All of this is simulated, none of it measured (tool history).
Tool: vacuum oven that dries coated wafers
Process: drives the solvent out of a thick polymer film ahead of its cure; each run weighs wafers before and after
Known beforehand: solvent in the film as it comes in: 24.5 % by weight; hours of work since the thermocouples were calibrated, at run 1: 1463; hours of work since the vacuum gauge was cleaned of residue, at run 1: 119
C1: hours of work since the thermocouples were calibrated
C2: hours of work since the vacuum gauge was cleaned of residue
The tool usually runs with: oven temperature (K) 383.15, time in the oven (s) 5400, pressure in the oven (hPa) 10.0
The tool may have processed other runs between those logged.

{"run": 1, "hour": 0.0, "oven temperature (K)": 383.15, "time in the oven (s)": 5400, "pressure in the oven (hPa)": 10.0, "C1": 1463, "C2": 119, "solvent left in the film (%)": 4.36}
{"run": 2, "hour": 14.5, "oven temperature (K)": 383.15, "time in the oven (s)": 5400, "pressure in the oven (hPa)": 10.0, "C1": 1473, "C2": 129, "solvent left in the film (%)": 4.43}
{"run": 3, "hour": 28.5, "oven temperature (K)": 383.15, "time in the oven (s)": 5400, "pressure in the oven (hPa)": 10.0, "C1": 1482, "C2": 139, "solvent left in the film (%)": 4.34}
{"hour": 32.9, "done": "oven's thermocouples calibrated"}
{"run": 4, "hour": 45.0, "oven temperature (K)": 383.15, "time in the oven (s)": 3000, "pressure in the oven (hPa)": 10.0, "C1": 8, "C2": 149, "solvent left in the film (%)": 7.33}
{"run": 5, "hour": 52.2, "oven temperature (K)": 383.15, "time in the oven (s)": 5400, "pressure in the oven (hPa)": 10.0, "C1": 13, "C2": 154, "solvent left in the film (%)": 3.72}
{"run": 6, "hour": 62.2, "oven temperature (K)": 383.15, "time in the oven (s)": 5400, "pressure in the oven (hPa)": 10.0, "C1": 20, "C2": 160, "solvent left in the film (%)": 3.69}
{"run": 7, "hour": 75.0, "oven temperature (K)": 383.15, "time in the oven (s)": 5400, "pressure in the oven (hPa)": 10.0, "C1": 29, "C2": 169, "solvent left in the film (%)": 3.89}
{"run": 8, "hour": 88.2, "oven temperature (K)": 383.15, "time in the oven (s)": 5400, "pressure in the oven (hPa)": 10.0, "C1": 38, "C2": 178, "solvent left in the film (%)": 3.86}
{"run": 9, "hour": 100.3, "oven temperature (K)": 380.15, "time in the oven (s)": 6600, "pressure in the oven (hPa)": 7.8, "C1": 46, "C2": 187, "solvent left in the film (%)": 3.35}
{"run": 10, "hour": 113.6, "oven temperature (K)": 380.15, "time in the oven (s)": 6600, "pressure in the oven (hPa)": 7.8, "C1": 55, "C2": 196, "solvent left in the film (%)": 3.4}
{"run": 11, "hour": 122.2, "oven temperature (K)": 395.15, "time in the oven (s)": 7320, "pressure in the oven (hPa)": 33.3, "C1": 61, "C2": 202, "solvent left in the film (%)": 3.15}
{"run": 12, "hour": 135.4, "oven temperature (K)": 397.15, "time in the oven (s)": 6840, "pressure in the oven (hPa)": 10.0, "C1": 70, "C2": 211, "solvent left in the film (%)": 0.98}
{"run": 13, "hour": 149.6, "oven temperature (K)": 375.15, "time in the oven (s)": 3540, "pressure in the oven (hPa)": 10.0, "C1": 80, "C2": 220, "solvent left in the film (%)": 9.02}

Each run again, without the hidden state but with its own random variation kept:
Hidden state at play: true wafer temperature over the reading, C; true pressure over the reading, kPa; drift of the gauge itself on solvent_pct, %.
run=1 solvent_left_in_the_film_(%)=3.85
run=2 solvent_left_in_the_film_(%)=3.91
run=3 solvent_left_in_the_film_(%)=3.81
run=4 solvent_left_in_the_film_(%)=7.36
run=5 solvent_left_in_the_film_(%)=3.73
run=6 solvent_left_in_the_film_(%)=3.69
run=7 solvent_left_in_the_film_(%)=3.88
run=8 solvent_left_in_the_film_(%)=3.85
run=9 solvent_left_in_the_film_(%)=3.32
run=10 solvent_left_in_the_film_(%)=3.36
run=11 solvent_left_in_the_film_(%)=3.12
run=12 solvent_left_in_the_film_(%)=0.94
run=13 solvent_left_in_the_film_(%)=8.99

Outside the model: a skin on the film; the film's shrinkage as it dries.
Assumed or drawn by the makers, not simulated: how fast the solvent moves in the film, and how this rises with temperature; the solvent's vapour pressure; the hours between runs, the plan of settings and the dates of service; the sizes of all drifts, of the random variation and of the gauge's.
